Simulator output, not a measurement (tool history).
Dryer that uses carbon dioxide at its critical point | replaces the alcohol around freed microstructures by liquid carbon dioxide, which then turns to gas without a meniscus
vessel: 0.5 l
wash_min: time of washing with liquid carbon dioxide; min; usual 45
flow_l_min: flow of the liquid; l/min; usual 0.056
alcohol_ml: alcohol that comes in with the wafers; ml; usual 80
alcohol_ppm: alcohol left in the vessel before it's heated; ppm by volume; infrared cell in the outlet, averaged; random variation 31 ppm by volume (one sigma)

{"run": 1, "hour": 0.0, "wash_min": 45, "flow_l_min": 0.056, "alcohol_ml": 80, "alcohol_ppm": 2994}
{"run": 2, "hour": 50.3, "wash_min": 45, "flow_l_min": 0.056, "alcohol_ml": 80, "alcohol_ppm": 3204}
{"run": 3, "hour": 92.9, "wash_min": 45, "flow_l_min": 0.056, "alcohol_ml": 80, "alcohol_ppm": 3394}
{"run": 4, "hour": 131.1, "wash_min": 45, "flow_l_min": 0.056, "alcohol_ml": 80, "alcohol_ppm": 3567}
{"run": 5, "hour": 176.8, "wash_min": 45, "flow_l_min": 0.056, "alcohol_ml": 50, "alcohol_ppm": 2367}
{"run": 6, "hour": 214.4, "wash_min": 45, "flow_l_min": 0.056, "alcohol_ml": 80, "alcohol_ppm": 4104}
{"run": 7, "hour": 241.6, "wash_min": 45, "flow_l_min": 0.056, "alcohol_ml": 80, "alcohol_ppm": 4176}
{"hour": 250.7, "done": "inlet filter changed"}
{"run": 8, "hour": 297.1, "wash_min": 45, "flow_l_min": 0.056, "alcohol_ml": 80, "alcohol_ppm": 2218}
{"run": 9, "hour": 335.1, "wash_min": 45, "flow_l_min": 0.056, "alcohol_ml": 80, "alcohol_ppm": 2370}
{"run": 10, "hour": 382.9, "wash_min": 45, "flow_l_min": 0.056, "alcohol_ml": 80, "alcohol_ppm": 2524}
{"run": 11, "hour": 426.8, "wash_min": 45, "flow_l_min": 0.056, "alcohol_ml": 80, "alcohol_ppm": 2698}
{"run": 12, "hour": 459.7, "wash_min": 45, "flow_l_min": 0.056, "alcohol_ml": 80, "alcohol_ppm": 2783}
{"run": 13, "hour": 504.5, "wash_min": 45, "flow_l_min": 0.056, "alcohol_ml": 80, "alcohol_ppm": 3017}
{"run": 14, "hour": 546.2, "wash_min": 45, "flow_l_min": 0.0599, "alcohol_ml": 80, "alcohol_ppm": 2431}
{"run": 15, "hour": 572.8, "wash_min": 70, "flow_l_min": 0.0351, "alcohol_ml": 80, "alcohol_ppm": 3564}
{"run": 16, "hour": 599.4, "wash_min": 48, "flow_l_min": 0.0832, "alcohol_ml": 46, "alcohol_ppm": 261}
{"run": 17, "hour": 621.7, "wash_min": 56, "flow_l_min": 0.056, "alcohol_ml": 80, "alcohol_ppm": 1392}
{"run": 18, "hour": 665.2, "wash_min": 35, "flow_l_min": 0.056, "alcohol_ml": 80, "alcohol_ppm": 8560}
{"run": 19, "hour": 687.7, "wash_min": 35, "flow_l_min": 0.056, "alcohol_ml": 80, "alcohol_ppm": 8794}
{"hour": 724.9, "done": "purifier's bed changed"}
{"run": 20, "hour": 738.0, "wash_min": 60, "flow_l_min": 0.0499, "alcohol_ml": 58, "alcohol_ppm": 1445}
{"hour": 767.5, "done": "inlet filter changed"}
{"run": 21, "hour": 774.3, "wash_min": 33, "flow_l_min": 0.0499, "alcohol_ml": 110, "alcohol_ppm": 12823}
{"run": 22, "hour": 810.5, "wash_min": 33, "flow_l_min": 0.0499, "alcohol_ml": 110, "alcohol_ppm": 13080}
{"run": 23, "hour": 841.0, "wash_min": 33, "flow_l_min": 0.0499, "alcohol_ml": 110, "alcohol_ppm": 13508}
{"run": 24, "hour": 873.2, "wash_min": 38, "flow_l_min": 0.0512, "alcohol_ml": 22, "alcohol_ppm": 1737}

5 ways to go on from here, each from the tool as it stands after run 24. What would each give?
{"run": "A", "hour": 925.1, "wash_min": 63, "flow_l_min": 0.0843, "alcohol_ml": 22, "alcohol_ppm": "?"}
{"run": "B", "hour": 925.1, "wash_min": 38, "flow_l_min": 0.0612, "alcohol_ml": 22, "alcohol_ppm": "?"}
{"run": "C", "hour": 925.1, "wash_min": 28, "flow_l_min": 0.0658, "alcohol_ml": 58, "alcohol_ppm": "?"}
{"run": "D", "hour": 925.1, "wash_min": 38, "flow_l_min": 0.0876, "alcohol_ml": 22, "alcohol_ppm": "?"}
{"run": "E", "hour": 925.1, "wash_min": 48, "flow_l_min": 0.0756, "alcohol_ml": 22, "alcohol_ppm": "?"}

run=A alcohol_ppm=14
run=B alcohol_ppm=985
run=C alcohol_ppm=5720
run=D alcohol_ppm=202
run=E alcohol_ppm=142
Without the tool's hidden state the same runs would have given:
run=A alcohol_ppm=1
run=B alcohol_ppm=780
run=C alcohol_ppm=4777
run=D alcohol_ppm=140
run=E alcohol_ppm=98

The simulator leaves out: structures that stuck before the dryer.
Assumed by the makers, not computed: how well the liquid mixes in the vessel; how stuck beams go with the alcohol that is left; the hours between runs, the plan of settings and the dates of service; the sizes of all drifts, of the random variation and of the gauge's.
